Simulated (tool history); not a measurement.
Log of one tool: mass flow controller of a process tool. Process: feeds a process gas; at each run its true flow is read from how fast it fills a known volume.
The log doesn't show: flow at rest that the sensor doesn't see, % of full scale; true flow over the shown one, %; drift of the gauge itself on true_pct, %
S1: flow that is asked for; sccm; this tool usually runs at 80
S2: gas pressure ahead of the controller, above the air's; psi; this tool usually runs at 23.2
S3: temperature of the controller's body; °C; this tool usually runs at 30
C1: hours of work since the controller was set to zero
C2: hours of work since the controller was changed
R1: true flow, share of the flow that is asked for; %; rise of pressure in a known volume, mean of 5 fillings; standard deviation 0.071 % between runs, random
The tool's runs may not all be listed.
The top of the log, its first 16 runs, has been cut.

run,hour,S1,S2,S3,C1,C2,R1
17,5980.6,27,23.2,20,3651,3651,97.70
18,6263.2,27,40.0,20,3818,3818,97.19
19,6556.7,49,24.5,33,3992,3992,99.10
20,6989.3,49,29.3,24,4249,4249,98.34
21,7495.5,49,29.3,24,4549,4549,98.55
22,7731.6,49,29.3,24,4689,4689,98.39
23,8095.3,17,22.3,24,4905,4905,97.66
24,8503.9,80,26.7,30,5147,5147,99.85
25,9017.0,30,26.7,30,5451,5451,98.45
26,9330.9,50,36.1,21,5637,5637,97.93
27,9577.0,50,36.1,21,5783,5783,98.00
28,10030.6,50,32.6,37,6052,6052,99.26

Run 29, settings as shown, results not yet in. Your forecast:
29,10281.4,33,32.6,23,6201,6201,?

R1: 97.75 %
On a tool with no hidden condition, and with the same random variation, this run would have come out at R1 97.74 %.
